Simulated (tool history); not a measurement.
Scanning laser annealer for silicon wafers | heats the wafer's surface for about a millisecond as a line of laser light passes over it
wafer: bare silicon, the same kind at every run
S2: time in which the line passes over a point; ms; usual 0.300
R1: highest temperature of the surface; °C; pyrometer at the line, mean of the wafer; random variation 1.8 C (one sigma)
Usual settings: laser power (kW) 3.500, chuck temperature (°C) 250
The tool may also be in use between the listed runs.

Run 1, day 0.000: usual settings. Result: R1 1057 °C.
Run 2, day 0.558: usual settings. Result: R1 1058 °C.
Run 3, day 1.092: usual settings. Result: R1 1055 °C.
Run 4, day 1.533: usual settings but S2 0.255 ms. Result: R1 990 °C.
Run 5, day 2.008: usual settings but S2 0.255 ms. Result: R1 987 °C.
Run 6, day 2.383: usual settings but S2 0.255 ms. Result: R1 988 °C.
Run 7, day 2.921: usual settings but laser power (kW) 3.782, S2 0.298 ms. Result: R1 1113 °C.
Run 8, day 3.383: usual settings but laser power (kW) 3.688, S2 0.342 ms, chuck temperature (°C) 251. Result: R1 1156 °C.
Run 9, day 3.825: usual settings but laser power (kW) 3.601, S2 0.263 ms, chuck temperature (°C) 251. Result: R1 1023 °C.
Run 10, day 4.325: usual settings but laser power (kW) 3.166, S2 0.221 ms, chuck temperature (°C) 253. Result: R1 869 °C.
Run 11, day 4.629: usual settings but laser power (kW) 3.149, S2 0.230 ms, chuck temperature (°C) 220. Result: R1 849 °C.

4 ways to go on from here, each from the tool as it stands after run 11. What would each give?
Run A, day 4.950: usual settings but S2 0.223 ms. Result: R1 ?.
Run B, day 4.950: usual settings but laser power (kW) 3.378, chuck temperature (°C) 285. Result: R1 ?.
Run C, day 4.950: usual settings but laser power (kW) 3.729, S2 0.303 ms, chuck temperature (°C) 247. Result: R1 ?.
Run D, day 4.950: usual settings but laser power (kW) 3.429, S2 0.345 ms, chuck temperature (°C) 227. Result: R1 ?.

run    R1
  A   937
  B  1060
  C  1105
  D  1076
Without the tool's hidden state the same runs would have given:
run    R1
  A   950
  B  1074
  C  1120
  D  1091
